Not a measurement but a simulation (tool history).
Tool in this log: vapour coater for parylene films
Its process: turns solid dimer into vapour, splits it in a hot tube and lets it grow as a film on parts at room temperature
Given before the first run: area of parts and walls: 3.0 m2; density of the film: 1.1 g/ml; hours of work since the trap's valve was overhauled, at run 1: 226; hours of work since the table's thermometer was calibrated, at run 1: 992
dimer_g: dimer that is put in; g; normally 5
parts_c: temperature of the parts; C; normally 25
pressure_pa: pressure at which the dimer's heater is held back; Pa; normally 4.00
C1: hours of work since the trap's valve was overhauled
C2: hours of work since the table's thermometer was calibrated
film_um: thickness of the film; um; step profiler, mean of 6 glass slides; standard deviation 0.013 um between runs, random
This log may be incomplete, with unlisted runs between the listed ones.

run 1 day=0.000 | dimer_g=5 parts_c=25 pressure_pa=4.00 | C1=226 C2=992 | film_um=1.03
run 2 day=1.188 | dimer_g=5 parts_c=25 pressure_pa=4.00 | C1=245 C2=1010 | film_um=1.02
run 3 day=2.033 | dimer_g=5 parts_c=25 pressure_pa=4.00 | C1=258 C2=1023 | film_um=1.02
run 4 day=2.950 | dimer_g=5 parts_c=25 pressure_pa=4.00 | C1=272 C2=1037 | film_um=1.05
run 5 day=4.650 | dimer_g=5 parts_c=25 pressure_pa=4.00 | C1=298 C2=1063 | film_um=1.02
run 6 day=6.396 | dimer_g=5 parts_c=25 pressure_pa=4.00 | C1=325 C2=1090 | film_um=1.04
run 7 day=7.738 | dimer_g=5 parts_c=25 pressure_pa=4.00 | C1=346 C2=1111 | film_um=1.03
run 8 day=8.642 | dimer_g=5 parts_c=25 pressure_pa=4.00 | C1=360 C2=1125 | film_um=1.03
run 9 day=9.454 | dimer_g=2 parts_c=18 pressure_pa=3.72 | C1=373 C2=1138 | film_um=0.50
run 10 day=10.767 | dimer_g=2 parts_c=30 pressure_pa=3.72 | C1=393 C2=1158 | film_um=0.34
run 11 day=12.096 | dimer_g=7 parts_c=32 pressure_pa=4.97 | C1=413 C2=1179 | film_um=1.11
run 12 day=13.771 | dimer_g=7 parts_c=32 pressure_pa=4.97 | C1=439 C2=1205 | film_um=1.10

Each row is a separate what-if for the run after 12, all from the same tool condition, not one after another. Results?
run A day=15.096 | dimer_g=5 parts_c=22 pressure_pa=5.10 | C1=460 C2=1225 | film_um=?
run B day=15.096 | dimer_g=8 parts_c=25 pressure_pa=5.68 | C1=460 C2=1225 | film_um=?
run C day=15.096 | dimer_g=5 parts_c=32 pressure_pa=10.16 | C1=460 C2=1225 | film_um=?
run D day=15.096 | dimer_g=7 parts_c=32 pressure_pa=6.56 | C1=460 C2=1225 | film_um=?
run E day=15.096 | dimer_g=5 parts_c=26 pressure_pa=4.00 | C1=460 C2=1225 | film_um=?

run=A film_um=1.08
run=B film_um=1.54
run=C film_um=0.72
run=D film_um=1.04
run=E film_um=0.98
Without the tool's unlogged condition, the same runs would have read:
run=A film_um=1.16
run=B film_um=1.65
run=C film_um=0.77
run=D film_um=1.12
run=E film_um=1.05
